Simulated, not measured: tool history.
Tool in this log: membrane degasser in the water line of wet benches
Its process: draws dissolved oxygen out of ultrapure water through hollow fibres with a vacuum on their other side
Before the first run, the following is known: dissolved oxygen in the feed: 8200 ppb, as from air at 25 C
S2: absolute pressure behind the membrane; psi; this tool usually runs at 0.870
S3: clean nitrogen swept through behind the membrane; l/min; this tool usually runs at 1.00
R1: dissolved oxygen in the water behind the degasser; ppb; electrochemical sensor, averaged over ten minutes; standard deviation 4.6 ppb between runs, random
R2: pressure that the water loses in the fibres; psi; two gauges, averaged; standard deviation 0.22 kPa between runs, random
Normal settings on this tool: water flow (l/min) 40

{"run": 1, "hour": 0.0, "water flow (l/min)": 40, "S2": 0.87, "S3": 1.0, "R1": 486.5, "R2": 8.306}
{"run": 2, "hour": 243.2, "water flow (l/min)": 40, "S2": 0.87, "S3": 1.0, "R1": 498.8, "R2": 8.33}
{"run": 3, "hour": 506.6, "water flow (l/min)": 40, "S2": 0.87, "S3": 1.0, "R1": 501.7, "R2": 8.363}
{"run": 4, "hour": 797.4, "water flow (l/min)": 40, "S2": 0.87, "S3": 1.0, "R1": 503.9, "R2": 8.34}
{"run": 5, "hour": 1029.0, "water flow (l/min)": 40, "S2": 0.87, "S3": 1.0, "R1": 497.5, "R2": 8.351}
{"run": 6, "hour": 1218.3, "water flow (l/min)": 40, "S2": 0.87, "S3": 1.0, "R1": 502.8, "R2": 8.351}
{"run": 7, "hour": 1483.2, "water flow (l/min)": 40, "S2": 0.87, "S3": 1.0, "R1": 499.9, "R2": 8.367}
{"run": 8, "hour": 1817.0, "water flow (l/min)": 40, "S2": 0.656, "S3": 1.0, "R1": 394.5, "R2": 8.334}
{"run": 9, "hour": 2143.9, "water flow (l/min)": 40, "S2": 0.656, "S3": 1.0, "R1": 399.6, "R2": 8.366}
{"run": 10, "hour": 2454.8, "water flow (l/min)": 40, "S2": 0.87, "S3": 1.77, "R1": 431.8, "R2": 8.448}
{"run": 11, "hour": 2683.7, "water flow (l/min)": 40, "S2": 0.87, "S3": 1.77, "R1": 425.6, "R2": 8.414}
{"run": 12, "hour": 2974.6, "water flow (l/min)": 40, "S2": 0.87, "S3": 0.98, "R1": 517.8, "R2": 8.456}
{"run": 13, "hour": 3258.8, "water flow (l/min)": 40, "S2": 0.87, "S3": 0.98, "R1": 514.2, "R2": 8.467}
{"hour": 3389.7, "done": "vacuum gauge calibrated"}
{"run": 14, "hour": 3533.7, "water flow (l/min)": 40, "S2": 0.87, "S3": 0.98, "R1": 514.9, "R2": 8.46}
{"run": 15, "hour": 3848.5, "water flow (l/min)": 40, "S2": 0.87, "S3": 1.0, "R1": 513.9, "R2": 8.479}
{"run": 16, "hour": 4168.2, "water flow (l/min)": 40, "S2": 2.048, "S3": 0.66, "R1": 1307.3, "R2": 8.485}
{"run": 17, "hour": 4479.0, "water flow (l/min)": 40, "S2": 0.893, "S3": 0.66, "R1": 622.1, "R2": 8.489}
{"run": 18, "hour": 4750.6, "water flow (l/min)": 40, "S2": 0.785, "S3": 0.91, "R1": 486.1, "R2": 8.528}
{"run": 19, "hour": 5063.3, "water flow (l/min)": 40, "S2": 0.785, "S3": 0.91, "R1": 492.0, "R2": 8.528}
{"hour": 5312.4, "done": "seals of the vacuum lines changed"}
{"run": 20, "hour": 5326.4, "water flow (l/min)": 40, "S2": 0.957, "S3": 0.45, "R1": 750.0, "R2": 8.525}
{"run": 21, "hour": 5495.7, "water flow (l/min)": 52, "S2": 0.538, "S3": 1.27, "R1": 457.6, "R2": 11.075}
{"run": 22, "hour": 5697.3, "water flow (l/min)": 52, "S2": 0.538, "S3": 1.27, "R1": 462.9, "R2": 11.19}
{"run": 23, "hour": 5898.7, "water flow (l/min)": 29, "S2": 1.997, "S3": 1.27, "R1": 701.0, "R2": 6.186}
{"run": 24, "hour": 6138.8, "water flow (l/min)": 44, "S2": 0.632, "S3": 1.75, "R1": 416.2, "R2": 9.497}
{"run": 25, "hour": 6405.9, "water flow (l/min)": 47, "S2": 1.308, "S3": 0.6, "R1": 1062.7, "R2": 10.115}

Run 26 comes next. What will it give?
{"run": 26, "hour": 6718.0, "water flow (l/min)": 47, "S2": 1.308, "S3": 0.6, "R1": "?", "R2": "?"}

Run 26 gave R1 1066.7 ppb, R2 10.005 psi.
Were there no unlogged condition in the tool, this run, its random variation unchanged, would have produced R1 987.6 ppb, R2 9.353 psi.
